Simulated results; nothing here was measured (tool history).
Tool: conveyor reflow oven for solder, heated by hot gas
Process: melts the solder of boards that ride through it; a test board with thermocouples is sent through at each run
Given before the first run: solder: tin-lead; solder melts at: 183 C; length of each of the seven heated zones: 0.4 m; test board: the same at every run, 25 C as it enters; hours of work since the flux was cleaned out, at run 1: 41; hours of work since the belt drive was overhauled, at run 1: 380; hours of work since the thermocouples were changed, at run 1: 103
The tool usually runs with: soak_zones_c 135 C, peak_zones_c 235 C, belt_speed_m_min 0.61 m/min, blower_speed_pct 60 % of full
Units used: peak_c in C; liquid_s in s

| run | hour | soak_zones_c | peak_zones_c | belt_speed_m_min | blower_speed_pct | hours of work since the flux was cleaned out | hours of work since the belt drive was overhauled | hours of work since the thermocouples were changed | peak_c | liquid_s |
|---|---|---|---|---|---|---|---|---|---|---|
| 1 | 0 | 135 | 235 | 0.61 | 60 | 41 | 380 | 103 | 218.9 | 59.2 |
| 2 | 11.9 | 135 | 235 | 0.61 | 60 | 46 | 385 | 108 | 218.6 | 59.3 |
| 3 | 35.2 | 135 | 235 | 0.61 | 60 | 55 | 394 | 117 | 218.9 | 59.4 |
| 4 | 50.5 | 135 | 235 | 0.61 | 60 | 61 | 401 | 124 | 218.9 | 59.3 |
| 5 | 77.8 | 135 | 235 | 0.567 | 60 | 72 | 412 | 135 | 221.2 | 66 |
| 6 | 93 | 135 | 235 | 0.61 | 60 | 79 | 418 | 141 | 218.6 | 59.3 |
| 7 | 110.4 | 135 | 235 | 0.61 | 60 | 86 | 425 | 148 | 218.8 | 59.1 |
| 8 | 137.5 | 135 | 239 | 0.61 | 60 | 97 | 436 | 159 | 222.3 | 62.2 |
| 9 | 157.6 | 135 | 235 | 0.61 | 60 | 105 | 444 | 167 | 218.7 | 59.2 |
| 10 | 175.7 | 135 | 235 | 0.61 | 60 | 112 | 451 | 174 | 218.7 | 59.2 |
| 11 | 200.6 | 135 | 235 | 0.61 | 60 | 122 | 462 | 184 | 218.8 | 59.3 |
| 12 | 226.6 | 135 | 235 | 0.61 | 60 | 133 | 472 | 195 | 219.1 | 59.2 |
| 13 | 251 | 135 | 235 | 0.61 | 60 | 143 | 482 | 205 | 218.5 | 59.6 |
| 14 | 267.7 | 125 | 249 | 0.585 | 63 | 149 | 489 | 212 | 232.2 | 67.9 |
|  | 297.4 | flux residue cleaned out of gas plates and filters |
| 15 | 300.4 | 126 | 224 | 0.585 | 57 | 1 | 500 | 223 | 208 | 48.7 |
| 16 | 325.8 | 137 | 231 | 0.567 | 60 | 12 | 510 | 233 | 217.8 | 64.4 |
| 17 | 349.1 | 135 | 235 | 0.596 | 60 | 21 | 520 | 243 | 219.6 | 61.6 |
| 18 | 373.7 | 135 | 235 | 0.596 | 60 | 31 | 530 | 253 | 219.7 | 61.3 |
| 19 | 395.8 | 134 | 240 | 0.635 | 55 | 40 | 539 | 261 | 219.6 | 56.9 |
| 20 | 414.4 | 142 | 248 | 0.577 | 76 | 47 | 546 | 269 | 237 | 76.9 |
| 21 | 430.4 | 142 | 248 | 0.577 | 76 | 54 | 553 | 276 | 237.3 | 77 |
| 22 | 453.6 | 146 | 247 | 0.61 | 60 | 63 | 562 | 285 | 231.3 | 71 |
| 23 | 473.7 | 135 | 232 | 0.61 | 61 | 71 | 570 | 293 | 216.6 | 57.7 |
| 24 | 491.9 | 135 | 232 | 0.718 | 61 | 79 | 578 | 300 | 211.1 | 43.5 |
| 25 | 510 | 135 | 232 | 0.718 | 61 | 86 | 585 | 308 | 211 | 43.6 |
| 26 | 530.1 | 139 | 238 | 0.579 | 60 | 94 | 593 | 316 | 223.6 | 67.8 |

3 ways to go on from here, each from the tool as it stands after run 26. What would each give?
| A | 553.9 | 135 | 227 | 0.724 | 53 | 104 | 603 | 326 | ? | ? |
| B | 553.9 | 139 | 225 | 0.494 | 62 | 104 | 603 | 326 | ? | ? |
| C | 553.9 | 139 | 224 | 0.579 | 60 | 104 | 603 | 326 | ? | ? |

| run | peak_c | liquid_s |
|---|---|---|
| A | 203.3 | 35.5 |
| B | 216.4 | 75.2 |
| C | 211.2 | 57.7 |
Without the tool's unlogged condition, the same runs would have read:
| run | peak_c | liquid_s |
|---|---|---|
| A | 203.3 | 35.5 |
| B | 216.4 | 75.1 |
| C | 211.2 | 57.7 |
